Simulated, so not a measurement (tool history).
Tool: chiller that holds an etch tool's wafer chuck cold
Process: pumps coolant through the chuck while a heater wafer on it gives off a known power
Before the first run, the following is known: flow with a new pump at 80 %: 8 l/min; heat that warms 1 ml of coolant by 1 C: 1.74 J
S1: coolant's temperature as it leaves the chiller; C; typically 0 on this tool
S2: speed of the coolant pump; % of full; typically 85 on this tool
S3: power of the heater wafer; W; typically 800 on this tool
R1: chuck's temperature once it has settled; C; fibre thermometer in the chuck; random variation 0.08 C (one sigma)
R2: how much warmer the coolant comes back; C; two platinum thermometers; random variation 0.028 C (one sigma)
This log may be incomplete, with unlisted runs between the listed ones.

| run | day | S1 | S2 | S3 | R1 | R2 |
|---|---|---|---|---|---|---|
| 1 | 0.000 | 0 | 85 | 800 | 6.06 | 3.18 |
| 2 | 2.012 | 0 | 85 | 800 | 5.93 | 3.24 |
| 3 | 4.154 | 0 | 85 | 800 | 5.97 | 3.30 |
| 4 | 6.142 | 0 | 99 | 800 | 5.27 | 2.71 |
| 5 | 8.258 | 0 | 99 | 800 | 5.29 | 2.70 |
| 6 | 12.392 | 0 | 88 | 800 | 5.84 | 3.12 |
| 7 | 14.629 | 0 | 88 | 800 | 5.80 | 3.10 |
| 8 | 17.208 | 0 | 88 | 800 | 5.91 | 3.09 |
| 9 | 20.938 | 0 | 88 | 800 | 5.80 | 3.01 |
| 10 | 24.604 | 0 | 88 | 800 | 5.92 | 3.12 |
|  | 25.021 | chiller's thermometer calibrated |
|  | 25.858 | coolant changed, channels flushed |
| 11 | 26.600 | 0 | 88 | 800 | 5.93 | 3.08 |
| 12 | 30.412 | 0 | 88 | 800 | 5.87 | 3.12 |
| 13 | 33.112 | 0 | 71 | 1082 | 9.47 | 5.30 |
| 14 | 36.150 | 0 | 71 | 1082 | 9.42 | 5.37 |
| 15 | 39.062 | 0 | 71 | 1082 | 9.30 | 5.34 |
| 16 | 40.908 | 7 | 77 | 867 | 14.05 | 3.94 |
| 17 | 44.954 | 7 | 77 | 867 | 13.93 | 3.89 |
| 18 | 49.042 | 7 | 77 | 867 | 13.98 | 3.92 |
| 19 | 51.342 | 7 | 77 | 867 | 14.02 | 3.92 |
| 20 | 54.488 | 7 | 77 | 867 | 14.01 | 3.88 |
| 21 | 57.054 | 7 | 77 | 867 | 14.05 | 3.87 |
| 22 | 59.983 | 7 | 77 | 867 | 14.12 | 3.94 |
| 23 | 62.488 | 7 | 77 | 867 | 13.91 | 3.92 |

Predict the results of run 24:
| 24 | 65.488 | 0 | 70 | 800 | ? | ? |

R1: 7.00 C
R2: 4.02 C
Without the tool's hidden state the same run would have given R1 6.99 C, R2 4.02 C.
